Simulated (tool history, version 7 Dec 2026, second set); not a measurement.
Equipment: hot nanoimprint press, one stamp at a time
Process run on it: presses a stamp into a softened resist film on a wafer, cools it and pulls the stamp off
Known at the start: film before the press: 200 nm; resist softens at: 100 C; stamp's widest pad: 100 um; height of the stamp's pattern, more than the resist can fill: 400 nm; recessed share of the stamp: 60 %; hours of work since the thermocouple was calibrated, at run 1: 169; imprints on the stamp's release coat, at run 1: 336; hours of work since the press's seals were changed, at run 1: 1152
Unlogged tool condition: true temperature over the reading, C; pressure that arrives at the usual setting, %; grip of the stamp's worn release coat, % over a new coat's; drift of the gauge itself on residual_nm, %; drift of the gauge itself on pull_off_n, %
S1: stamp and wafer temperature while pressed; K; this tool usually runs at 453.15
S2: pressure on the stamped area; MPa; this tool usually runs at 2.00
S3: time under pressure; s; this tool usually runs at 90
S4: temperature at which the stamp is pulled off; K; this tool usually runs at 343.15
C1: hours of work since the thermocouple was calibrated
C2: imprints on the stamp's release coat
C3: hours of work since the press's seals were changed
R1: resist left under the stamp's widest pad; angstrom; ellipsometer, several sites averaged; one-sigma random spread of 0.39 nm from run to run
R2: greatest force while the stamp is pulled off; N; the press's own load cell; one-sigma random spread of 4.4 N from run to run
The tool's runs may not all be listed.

run,day,S1,S2,S3,S4,C1,C2,C3,R1,R2
1,0.000,453.15,2.00,90,343.15,169,336,1152,970,220
2,2.483,453.15,2.00,90,343.15,208,616,1191,957,243
# day 5.571: press's hydraulic seals changed and the load cell set to zero
3,6.771,450.15,2.00,90,343.15,270,1062,19,1026,265
# day 8.133: stamp cleaned and given a new release coat
4,9.288,453.15,2.00,90,343.15,306,130,54,939,218
5,12.221,453.15,2.00,90,343.15,352,461,101,935,235
6,13.900,453.15,2.00,90,343.15,378,650,127,934,243
7,15.721,453.15,2.00,90,343.15,407,856,156,934,252
8,17.692,453.15,2.00,90,343.15,438,1078,187,935,262
# day 18.871: stamp cleaned and given a new release coat
9,21.508,455.15,2.00,90,343.15,494,297,243,869,224
10,23.671,453.15,2.00,90,343.15,528,540,277,922,238
# day 24.192: plate thermocouple calibrated
11,26.858,453.15,2.00,90,343.15,42,886,325,978,255
12,29.121,453.15,2.00,90,343.15,77,1141,360,975,265
# day 29.858: stamp cleaned and given a new release coat
13,32.196,453.15,2.00,90,343.15,122,263,405,965,225
14,34.321,453.15,2.00,90,343.15,155,503,438,964,234
15,37.112,453.15,2.00,106,350.15,199,818,482,911,242
16,39.438,446.15,2.00,90,351.15,236,1080,519,1174,231
# day 40.550: stamp cleaned and given a new release coat
17,43.571,446.15,2.00,90,351.15,297,340,580,1166,210
18,47.354,441.15,1.38,90,343.15,356,767,639,1493,244
19,49.696,455.15,1.63,150,343.15,393,1031,676,818,257
# day 51.171: stamp cleaned and given a new release coat
20,51.958,465.15,1.63,150,336.15,425,89,708,610,228
21,54.492,465.15,1.63,150,336.15,465,375,747,610,250
22,56.450,460.15,2.72,117,337.15,495,595,778,585,247
# day 59.150: plate thermocouple calibrated
23,60.650,460.15,2.72,117,337.15,24,1054,842,619,275
# day 62.133: stamp cleaned and given a new release coat
24,63.500,447.15,1.55,100,343.15,64,155,883,1256,227
25,66.600,458.15,1.23,100,343.15,113,504,932,1031,231
26,68.554,444.15,1.23,100,343.15,144,724,963,1444,247
27,71.612,444.15,1.23,100,343.15,192,1069,1011,1448,261
# day 72.929: stamp cleaned and given a new release coat
28,74.471,444.15,1.23,100,343.15,233,174,1052,1446,217

Forecast each of these 5 alternatives for the next run:
A,77.079,444.15,1.23,170,347.15,274,468,1093,?,?
B,77.079,453.15,2.00,47,343.15,274,468,1093,?,?
C,77.079,453.15,2.03,90,336.15,274,468,1093,?,?
D,77.079,461.15,2.35,90,348.15,274,468,1093,?,?
E,77.079,453.15,2.00,178,346.15,274,468,1093,?,?

run,R1,R2
A,1251,232
B,1189,236
C,951,254
D,701,233
E,753,218
The same runs, with their run-to-run variation unchanged, on a tool lacking any hidden condition would have given:
run,R1,R2
A,1278,214
B,1208,218
C,969,235
D,712,215
E,768,201

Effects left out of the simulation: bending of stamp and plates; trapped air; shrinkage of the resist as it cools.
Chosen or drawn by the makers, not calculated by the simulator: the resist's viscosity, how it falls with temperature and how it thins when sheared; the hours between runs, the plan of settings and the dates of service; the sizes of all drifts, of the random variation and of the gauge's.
